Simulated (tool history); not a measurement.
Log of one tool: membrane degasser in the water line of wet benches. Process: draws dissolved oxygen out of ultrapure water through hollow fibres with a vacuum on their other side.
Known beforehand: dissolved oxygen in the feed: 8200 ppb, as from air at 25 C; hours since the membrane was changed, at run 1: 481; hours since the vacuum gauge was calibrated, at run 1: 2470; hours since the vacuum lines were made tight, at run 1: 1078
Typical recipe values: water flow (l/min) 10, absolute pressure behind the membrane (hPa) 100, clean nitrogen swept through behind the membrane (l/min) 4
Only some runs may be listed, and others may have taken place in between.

run,hour,water flow (l/min),absolute pressure behind the membrane (hPa),clean nitrogen swept through behind the membrane (l/min),hours since the membrane was changed,hours since the vacuum gauge was calibrated,hours since the vacuum lines were made tight,dissolved oxygen in the water behind the degasser (ppb),pressure that the water loses in the fibres (hPa)
1,0,10,100,4,481,2470,1078,55,520.4
2,49.7,10,100,4,531,2519,1128,53.7,523.2
3,101.6,10,100,4,583,2571,1179,53.7,522.8
4,147,10,154,4,628,2616,1225,87,519.6
5,175.5,10,154,4,657,2645,1253,86.8,518.2
6,220.1,10,100,4,702,2690,1298,53.7,521.6
7,249.7,10,100,4,731,2719,1327,54.7,521.1
8,301.6,10,100,4,783,2771,1379,55,522.6
9,346,10,100,4,828,2816,1424,54.7,518.9
10,403.6,10,100,4,885,2873,1481,54.9,518.5
11,452,10,100,4,933,2922,1530,54.2,518.2
12,512.6,10,100,4,994,2982,1590,54,521.2
13,546.6,10,100,4,1028,3016,1624,53.8,522.3
14,582.6,10,100,4,1064,3052,1660,53.9,519.7
15,612.2,10,211,4,1094,3082,1690,123.7,518.7
16,650.2,10,211,4,1132,3120,1728,125,524.9
17,690.4,10,95,4,1172,3160,1768,50.8,518
18,719.6,10,95,4,1201,3189,1797,51.6,520.5
19,752.2,6,115,3.25,1234,3222,1830,41.5,310.1
20,781.4,9,166,5.3,1263,3251,1859,64.8,468.3
21,812.5,9,233,2.4,1294,3282,1890,193.7,467.1
# hour 818.1: vacuum gauge calibrated
22,864,10,146,1.91,1345,46,1941,157,517.6
23,900.8,10,146,1.91,1382,83,1978,159.8,521.5
24,956.3,10,146,1.91,1437,138,2034,155.6,519.8
25,1001.8,10,220,4,1483,184,2079,127.6,516.5
# hour 1037: vacuum gauge calibrated, once more
26,1037,10,75,6.85,1517,0,2114,26.9,523.2
27,1077.6,7,100,5.67,1558,41,2154,24.6,363.9
28,1131.5,6,70,3.58,1612,94,2208,17.4,309.7
29,1189.8,6,70,3.44,1670,153,2267,18.8,311.5
30,1242.2,9,156,4,1723,205,2319,78.3,468.5

For run 31, what comes out?
31,1298.9,12,86,4.13,1779,262,2376,?,?

{"run 31": {"dissolved oxygen in the water behind the degasser (ppb)": 63.3, "pressure that the water loses in the fibres (hPa)": 622.5}}
On a tool with no hidden condition, and with the same random variation, this run would have come out at dissolved oxygen in the water behind the degasser (ppb) 61.2, pressure that the water loses in the fibres (hPa) 617.7.
